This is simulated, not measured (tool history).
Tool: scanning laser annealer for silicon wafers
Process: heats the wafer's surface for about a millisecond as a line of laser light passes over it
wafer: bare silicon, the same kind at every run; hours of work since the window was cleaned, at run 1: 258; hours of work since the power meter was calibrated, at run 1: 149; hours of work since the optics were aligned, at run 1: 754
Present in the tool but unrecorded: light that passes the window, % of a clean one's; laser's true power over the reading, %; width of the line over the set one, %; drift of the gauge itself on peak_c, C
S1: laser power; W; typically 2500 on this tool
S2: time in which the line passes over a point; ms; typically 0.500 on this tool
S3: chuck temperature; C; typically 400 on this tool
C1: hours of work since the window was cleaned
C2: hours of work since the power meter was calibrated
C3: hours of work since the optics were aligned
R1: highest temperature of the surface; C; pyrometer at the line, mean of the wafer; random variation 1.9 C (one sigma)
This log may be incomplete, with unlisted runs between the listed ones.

run,day,S1,S2,S3,C1,C2,C3,R1
1,0.000,2500,0.500,400,258,149,754,1159
2,0.242,2500,0.500,400,262,153,758,1157
3,0.604,2500,0.500,429,268,159,765,1189
4,0.925,2500,0.500,429,274,164,770,1189
5,1.279,2500,0.500,429,280,170,776,1188
6,1.621,2500,0.500,429,285,176,782,1185
# day 1.775: laser's power meter calibrated
7,1.967,2500,0.615,432,289,3,785,1281
8,2.208,2500,0.386,400,293,7,790,1057
9,2.538,2500,0.386,400,299,13,795,1054
10,2.708,2500,0.386,400,302,16,798,1057
11,3.042,2510,0.580,384,307,21,804,1208
12,3.442,2218,0.580,432,314,28,810,1166

Branching from run 12: 4 alternative next runs. What would each branch give?
A,3.804,2728,0.422,432,320,34,817,?
B,3.804,2545,0.537,400,320,34,817,?
C,3.804,2218,0.580,439,320,34,817,?
D,3.804,2379,0.485,363,320,34,817,?

run,R1
A,1181
B,1198
C,1171
D,1072
What these runs would have given with no unlogged condition in the tool:
run,R1
A,1200
B,1218
C,1189
D,1090
